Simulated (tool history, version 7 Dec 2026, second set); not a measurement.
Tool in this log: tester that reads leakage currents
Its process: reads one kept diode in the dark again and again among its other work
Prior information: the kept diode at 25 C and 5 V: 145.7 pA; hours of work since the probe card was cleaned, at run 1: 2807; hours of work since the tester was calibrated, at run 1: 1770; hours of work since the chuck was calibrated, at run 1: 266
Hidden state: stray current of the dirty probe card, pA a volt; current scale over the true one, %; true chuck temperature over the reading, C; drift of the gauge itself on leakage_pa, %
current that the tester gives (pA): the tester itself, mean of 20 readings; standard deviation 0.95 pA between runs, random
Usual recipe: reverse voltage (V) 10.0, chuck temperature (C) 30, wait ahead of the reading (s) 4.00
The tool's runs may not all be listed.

run	hour	reverse voltage (V)	chuck temperature (C)	wait ahead of the reading (s)	hours of work since the probe card was cleaned	hours of work since the tester was calibrated	hours of work since the chuck was calibrated	current that the tester gives (pA)
1	0.0	10.0	30	4.00	2807	1770	266	315.88
2	70.3	10.0	30	4.00	2860	1823	318	314.02
# hour 147.1: probe card cleaned and baked
3	174.8	10.0	30	4.00	21	1899	395	311.25
4	251.6	10.0	30	4.00	78	1956	452	310.54
5	328.0	10.0	30	4.00	136	2014	509	310.10
6	398.8	10.0	30	4.00	189	2067	562	309.38
7	458.3	10.0	30	4.00	233	2111	607	308.38
8	514.1	10.0	30	4.00	275	2153	649	308.33
9	600.2	6.9	30	4.00	340	2218	713	245.97
10	684.5	6.9	30	4.00	403	2281	777	246.19
11	788.3	10.0	58	4.00	481	2359	854	1861.14
12	844.6	10.0	58	4.00	523	2401	897	1844.33
13	945.2	10.0	58	4.00	598	2476	972	1848.69
14	992.6	10.0	30	4.10	634	2512	1008	305.13
15	1075.2	10.0	30	4.10	696	2574	1069	303.35
16	1147.0	8.5	40	9.32	749	2627	1123	546.42
17	1194.4	8.5	40	9.32	785	2663	1159	545.09
18	1277.7	8.5	40	9.32	847	2725	1221	544.01
19	1361.0	12.3	21	0.32	910	2788	1284	190.19
20	1406.6	16.4	22	0.69	944	2822	1318	235.29
21	1487.9	16.8	22	1.68	1005	2883	1379	234.56
22	1546.1	16.8	22	1.68	1049	2927	1422	234.90
23	1639.8	16.8	22	1.68	1119	2997	1493	234.29
24	1717.4	16.8	22	1.68	1177	3055	1551	233.93
25	1759.7	19.7	41	1.63	1209	3087	1582	953.01

Forecast each of these 5 alternatives for the next run:
A	1809.0	2.0	21	9.52	1246	3124	1619	?
B	1809.0	3.3	25	6.08	1246	3124	1619	?
C	1809.0	10.0	34	4.90	1246	3124	1619	?
D	1809.0	1.8	41	8.23	1246	3124	1619	?
E	1809.0	2.1	41	1.63	1246	3124	1619	?

run	current that the tester gives (pA)
A	59.90
B	108.65
C	395.27
D	227.21
E	249.28
What these runs would have given with no unlogged condition in the tool:
run	current that the tester gives (pA)
A	63.15
B	114.38
C	414.86
D	238.39
E	261.51
